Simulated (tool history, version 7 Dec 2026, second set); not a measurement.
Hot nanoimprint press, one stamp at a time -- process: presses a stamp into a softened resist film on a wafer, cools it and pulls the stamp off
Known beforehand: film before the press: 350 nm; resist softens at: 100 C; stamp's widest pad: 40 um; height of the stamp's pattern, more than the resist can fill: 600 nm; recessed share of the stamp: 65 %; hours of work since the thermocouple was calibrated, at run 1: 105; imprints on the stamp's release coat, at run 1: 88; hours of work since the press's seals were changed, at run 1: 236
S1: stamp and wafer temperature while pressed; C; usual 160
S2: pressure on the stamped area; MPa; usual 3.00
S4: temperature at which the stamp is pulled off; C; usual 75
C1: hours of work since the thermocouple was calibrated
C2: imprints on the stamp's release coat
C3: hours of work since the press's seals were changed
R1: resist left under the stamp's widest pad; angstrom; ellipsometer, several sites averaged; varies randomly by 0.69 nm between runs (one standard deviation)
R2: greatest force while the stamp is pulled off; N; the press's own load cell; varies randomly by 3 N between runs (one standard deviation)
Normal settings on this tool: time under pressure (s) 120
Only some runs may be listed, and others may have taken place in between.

{"run": 1, "hour": 0.0, "S1": 160, "S2": 3.0, "time under pressure (s)": 120, "S4": 75, "C1": 105, "C2": 88, "C3": 236, "R1": 1755, "R2": 149}
{"run": 2, "hour": 5.4, "S1": 160, "S2": 3.0, "time under pressure (s)": 156, "S4": 75, "C1": 108, "C2": 112, "C3": 239, "R1": 1603, "R2": 149}
{"run": 3, "hour": 9.9, "S1": 160, "S2": 3.0, "time under pressure (s)": 156, "S4": 75, "C1": 111, "C2": 132, "C3": 242, "R1": 1607, "R2": 146}
{"run": 4, "hour": 15.7, "S1": 160, "S2": 3.0, "time under pressure (s)": 180, "S4": 75, "C1": 115, "C2": 157, "C3": 245, "R1": 1537, "R2": 154}
{"run": 5, "hour": 22.6, "S1": 160, "S2": 3.0, "time under pressure (s)": 180, "S4": 75, "C1": 119, "C2": 188, "C3": 250, "R1": 1534, "R2": 151}
{"run": 6, "hour": 30.3, "S1": 160, "S2": 3.0, "time under pressure (s)": 120, "S4": 75, "C1": 124, "C2": 222, "C3": 254, "R1": 1757, "R2": 152}
{"run": 7, "hour": 39.8, "S1": 160, "S2": 2.11, "time under pressure (s)": 120, "S4": 75, "C1": 129, "C2": 264, "C3": 260, "R1": 2074, "R2": 153}
{"run": 8, "hour": 47.3, "S1": 160, "S2": 2.11, "time under pressure (s)": 120, "S4": 75, "C1": 134, "C2": 297, "C3": 265, "R1": 2057, "R2": 155}
{"run": 9, "hour": 51.3, "S1": 160, "S2": 2.11, "time under pressure (s)": 120, "S4": 75, "C1": 136, "C2": 314, "C3": 267, "R1": 2067, "R2": 152}
{"run": 10, "hour": 58.4, "S1": 160, "S2": 2.11, "time under pressure (s)": 120, "S4": 75, "C1": 141, "C2": 346, "C3": 271, "R1": 2061, "R2": 154}
{"run": 11, "hour": 66.4, "S1": 160, "S2": 3.0, "time under pressure (s)": 120, "S4": 63, "C1": 146, "C2": 381, "C3": 276, "R1": 1728, "R2": 169}
{"run": 12, "hour": 73.1, "S1": 160, "S2": 3.0, "time under pressure (s)": 120, "S4": 63, "C1": 150, "C2": 411, "C3": 280, "R1": 1731, "R2": 172}
{"run": 13, "hour": 77.1, "S1": 160, "S2": 3.0, "time under pressure (s)": 120, "S4": 63, "C1": 152, "C2": 429, "C3": 283, "R1": 1735, "R2": 176}
{"run": 14, "hour": 85.1, "S1": 160, "S2": 3.0, "time under pressure (s)": 120, "S4": 63, "C1": 157, "C2": 464, "C3": 288, "R1": 1729, "R2": 173}
{"run": 15, "hour": 91.7, "S1": 167, "S2": 3.0, "time under pressure (s)": 120, "S4": 63, "C1": 161, "C2": 493, "C3": 292, "R1": 1221, "R2": 176}

Predict the results of run 16:
{"run": 16, "hour": 99.0, "S1": 161, "S2": 3.0, "time under pressure (s)": 136, "S4": 75, "C1": 166, "C2": 525, "C3": 296, "R1": "?", "R2": "?"}

R1: 1566 angstrom
R2: 153 N
Without the tool's hidden state the same run would have given R1 1636 angstrom, R2 144 N.

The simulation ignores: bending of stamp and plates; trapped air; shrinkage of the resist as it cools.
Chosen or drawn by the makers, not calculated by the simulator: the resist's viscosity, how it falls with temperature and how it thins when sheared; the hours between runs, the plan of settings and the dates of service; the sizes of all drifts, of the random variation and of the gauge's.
